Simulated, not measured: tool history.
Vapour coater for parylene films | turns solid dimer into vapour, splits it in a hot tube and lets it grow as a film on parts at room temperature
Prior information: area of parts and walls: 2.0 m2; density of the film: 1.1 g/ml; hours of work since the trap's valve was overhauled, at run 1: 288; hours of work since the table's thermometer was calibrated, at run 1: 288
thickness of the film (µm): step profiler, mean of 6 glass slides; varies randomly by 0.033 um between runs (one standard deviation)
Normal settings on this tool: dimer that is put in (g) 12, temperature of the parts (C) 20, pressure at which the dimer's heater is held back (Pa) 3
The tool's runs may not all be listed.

run	hour	dimer that is put in (g)	temperature of the parts (C)	pressure at which the dimer's heater is held back (Pa)	hours of work since the trap's valve was overhauled	hours of work since the table's thermometer was calibrated	thickness of the film (µm)
1	0	12	20	3	288	288	3.74
# hour 42.9: trap's valve overhauled
2	58	8	20	3	12	332	2.83
3	121.7	8	20	3	65	385	2.77
4	173.6	8	20	3	108	428	2.71
5	240.4	8	20	3	163	483	2.66
6	293	12	20	3	206	526	3.86
7	329.8	12	20	3	237	557	3.88
8	391.2	12	21	3	287	607	3.63
9	419.2	12	21	3	311	631	3.58
# hour 436.8: trap's valve overhauled
10	462.6	12	20	3	21	663	4.19
11	522.7	12	20	3	71	713	4.14
12	570.8	12	20	3	111	752	4.07
13	626.3	12	20	3	156	798	3.9
14	690.5	12	20	3	209	851	3.9
15	723.9	12	20	2.71	237	879	3.93
16	778.8	12	20	2.71	282	924	3.86
# hour 830.5: trap's valve overhauled
17	845.4	12	20	2.71	12	976	4.31
18	892.3	12	20	2.71	51	1014	4.17
19	925.4	13	20	2.71	78	1042	4.51
20	975.4	13	20	2.71	120	1083	4.41
21	1041.8	13	20	2.71	174	1138	4.28
22	1107.2	12	20	3	228	1192	3.92
23	1147.8	16	17	10.58	262	1225	4.98
24	1181.7	5	15	3	290	1253	1.77
25	1216.8	5	18	11.16	319	1282	1.47
# hour 1226.3: trap's valve overhauled
26	1285.5	13	14	3.39	49	1336	5.22
27	1352.3	5	14	3.39	104	1391	1.99
28	1388.8	21	19	3.61	134	1421	7.15
29	1431.8	7	26	5.01	170	1456	1.92
30	1458.6	7	26	5.01	192	1478	1.92
31	1494.8	19	20	3.75	222	1508	6.04
32	1543.7	17	28	5.94	262	1549	4.22
33	1590.3	12	12	3	300	1587	4.66
# hour 1619.6: trap's valve overhauled
34	1638.9	11	16	4.07	16	1624	4.23
35	1686.9	11	13	11.67	56	1664	4.13
36	1752.9	22	17	7.77	110	1718	7.57
37	1811	7	18	2.37	158	1766	2.5
# hour 1815.7: table's thermometer calibrated
38	1871.9	7	18	2.37	207	46	2.46

Run 39 is up next; what results do you expect?
39	1913.9	8	22	3.46	242	81	?

thickness of the film (µm): 2.42
Had the tool carried no hidden state, the very same run would have given thickness of the film (µm) 2.67.

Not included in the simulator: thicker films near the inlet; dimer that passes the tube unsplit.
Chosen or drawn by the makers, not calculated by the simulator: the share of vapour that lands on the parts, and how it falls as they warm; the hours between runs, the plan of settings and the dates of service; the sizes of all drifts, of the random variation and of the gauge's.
